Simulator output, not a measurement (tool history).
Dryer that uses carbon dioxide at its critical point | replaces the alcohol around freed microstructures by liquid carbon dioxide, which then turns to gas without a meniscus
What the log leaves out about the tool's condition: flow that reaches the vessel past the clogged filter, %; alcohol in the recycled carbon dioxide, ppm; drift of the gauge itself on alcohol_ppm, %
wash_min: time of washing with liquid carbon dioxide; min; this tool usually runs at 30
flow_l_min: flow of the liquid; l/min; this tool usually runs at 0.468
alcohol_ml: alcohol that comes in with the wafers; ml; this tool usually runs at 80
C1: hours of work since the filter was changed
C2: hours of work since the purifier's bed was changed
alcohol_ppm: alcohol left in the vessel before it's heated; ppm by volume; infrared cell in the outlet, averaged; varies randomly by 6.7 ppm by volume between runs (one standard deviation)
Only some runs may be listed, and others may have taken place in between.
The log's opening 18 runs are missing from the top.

run 19 day=20.392 | wash_min=30 flow_l_min=0.468 alcohol_ml=80 | C1=46 C2=864 | alcohol_ppm=435
run 20 day=21.583 | wash_min=30 flow_l_min=0.468 alcohol_ml=80 | C1=66 C2=884 | alcohol_ppm=429
run 21 day=23.058 | wash_min=30 flow_l_min=0.468 alcohol_ml=80 | C1=90 C2=908 | alcohol_ppm=471
run 22 day=24.35 | wash_min=19 flow_l_min=0.468 alcohol_ml=80 | C1=111 C2=930 | alcohol_ppm=2102
run 23 day=25.75 | wash_min=19 flow_l_min=0.484 alcohol_ml=58 | C1=135 C2=953 | alcohol_ppm=1430
run 24 day=26.55 | wash_min=44 flow_l_min=0.514 alcohol_ml=21 | C1=148 C2=966 | alcohol_ppm=146
run 25 day=27.233 | wash_min=44 flow_l_min=0.514 alcohol_ml=21 | C1=159 C2=977 | alcohol_ppm=143
run 26 day=27.892 | wash_min=44 flow_l_min=0.514 alcohol_ml=21 | C1=170 C2=988 | alcohol_ppm=143
run 27 day=29.279 | wash_min=44 flow_l_min=0.514 alcohol_ml=21 | C1=193 C2=1011 | alcohol_ppm=151
run 28 day=30.779 | wash_min=46 flow_l_min=0.468 alcohol_ml=30 | C1=218 C2=1036 | alcohol_ppm=161
run 29 day=31.904 | wash_min=46 flow_l_min=0.757 alcohol_ml=30 | C1=237 C2=1055 | alcohol_ppm=135
run 30 day=32.712 | wash_min=22 flow_l_min=0.481 alcohol_ml=80 | C1=250 C2=1068 | alcohol_ppm=1380
-- day=33.738 inlet filter changed
run 31 day=34.312 | wash_min=40 flow_l_min=0.303 alcohol_ml=22 | C1=10 C2=1094 | alcohol_ppm=314
run 32 day=35.558 | wash_min=30 flow_l_min=0.527 alcohol_ml=109 | C1=30 C2=1115 | alcohol_ppm=377
-- day=35.808 purifier's bed changed
run 33 day=37.075 | wash_min=30 flow_l_min=0.527 alcohol_ml=109 | C1=53 C2=21 | alcohol_ppm=232
run 34 day=37.854 | wash_min=30 flow_l_min=0.299 alcohol_ml=95 | C1=66 C2=34 | alcohol_ppm=2203
run 35 day=39.05 | wash_min=30 flow_l_min=0.619 alcohol_ml=95 | C1=86 C2=54 | alcohol_ppm=89
run 36 day=39.804 | wash_min=43 flow_l_min=0.619 alcohol_ml=65 | C1=98 C2=66 | alcohol_ppm=14
run 37 day=40.575 | wash_min=29 flow_l_min=0.291 alcohol_ml=37 | C1=111 C2=79 | alcohol_ppm=1108
run 38 day=42.146 | wash_min=29 flow_l_min=0.337 alcohol_ml=24 | C1=137 C2=105 | alcohol_ppm=463
run 39 day=43.379 | wash_min=29 flow_l_min=0.437 alcohol_ml=69 | C1=158 C2=125 | alcohol_ppm=513
run 40 day=44.367 | wash_min=22 flow_l_min=0.327 alcohol_ml=80 | C1=174 C2=142 | alcohol_ppm=3706
run 41 day=45.638 | wash_min=31 flow_l_min=0.332 alcohol_ml=24 | C1=195 C2=163 | alcohol_ppm=438
run 42 day=46.771 | wash_min=31 flow_l_min=0.332 alcohol_ml=38 | C1=214 C2=182 | alcohol_ppm=667

Branching from run 42: 5 alternative next runs. What would each branch give?
run A day=47.654 | wash_min=45 flow_l_min=0.373 alcohol_ml=45 | C1=228 C2=196 | alcohol_ppm=?
run B day=47.654 | wash_min=38 flow_l_min=0.332 alcohol_ml=38 | C1=228 C2=196 | alcohol_ppm=?
run C day=47.654 | wash_min=31 flow_l_min=0.332 alcohol_ml=58 | C1=228 C2=196 | alcohol_ppm=?
run D day=47.654 | wash_min=46 flow_l_min=0.334 alcohol_ml=26 | C1=228 C2=196 | alcohol_ppm=?
run E day=47.654 | wash_min=19 flow_l_min=0.436 alcohol_ml=52 | C1=228 C2=196 | alcohol_ppm=?

run=A alcohol_ppm=121
run=B alcohol_ppm=351
run=C alcohol_ppm=1038
run=D alcohol_ppm=119
run=E alcohol_ppm=1699
Stripped of hidden state, with their random variation kept, the same runs would have yielded:
run=A alcohol_ppm=68
run=B alcohol_ppm=251
run=C alcohol_ppm=823
run=D alcohol_ppm=68
run=E alcohol_ppm=1414
